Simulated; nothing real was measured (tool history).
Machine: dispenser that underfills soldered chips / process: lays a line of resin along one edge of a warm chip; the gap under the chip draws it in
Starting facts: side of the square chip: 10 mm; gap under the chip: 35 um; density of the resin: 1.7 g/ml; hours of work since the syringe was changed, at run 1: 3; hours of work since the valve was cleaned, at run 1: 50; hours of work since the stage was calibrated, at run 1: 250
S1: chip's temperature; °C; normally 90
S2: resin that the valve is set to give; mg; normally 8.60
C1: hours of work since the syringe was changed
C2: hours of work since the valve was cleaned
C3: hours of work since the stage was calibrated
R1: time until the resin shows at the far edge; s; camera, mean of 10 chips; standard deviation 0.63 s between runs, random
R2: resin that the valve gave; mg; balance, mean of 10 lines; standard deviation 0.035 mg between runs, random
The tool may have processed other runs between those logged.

run	hour	S1	S2	C1	C2	C3	R1	R2
1	0.0	90	8.60	3	50	250	59.0	8.24
# hour 5.9: new syringe of resin
2	9.6	90	8.60	2	56	256	56.9	8.28
# hour 16.2: new syringe of resin
3	16.2	90	8.60	0	60	260	51.8	8.28
# hour 18.5: dispensing valve cleaned and set on the balance
4	26.6	90	8.60	6	6	267	66.0	8.51
# hour 27.8: new syringe of resin
5	36.6	90	8.60	6	12	273	65.5	8.49
# hour 38.3: new syringe of resin
6	44.5	90	9.51	4	17	278	59.4	9.32
# hour 49.1: new syringe of resin
7	54.7	90	9.51	4	24	285	61.6	9.36
# hour 59.5: new syringe of resin
8	61.1	90	9.51	1	28	289	53.5	9.34
# hour 69.8: new syringe of resin
9	71.5	104	8.60	1	35	296	31.8	8.40
# hour 80.3: new syringe of resin
10	81.8	97	7.73	1	42	303	42.0	7.48

Run 11 has not been measured yet. What should we expect?
# hour 90.7: new syringe of resin
11	91.9	82	7.32	1	48	310	?	?

Run 11 gave R1 75.7 s, R2 7.07 mg.
The same run, on a tool lacking any hidden state, would have yielded R1 78.5 s, R2 7.33 mg.

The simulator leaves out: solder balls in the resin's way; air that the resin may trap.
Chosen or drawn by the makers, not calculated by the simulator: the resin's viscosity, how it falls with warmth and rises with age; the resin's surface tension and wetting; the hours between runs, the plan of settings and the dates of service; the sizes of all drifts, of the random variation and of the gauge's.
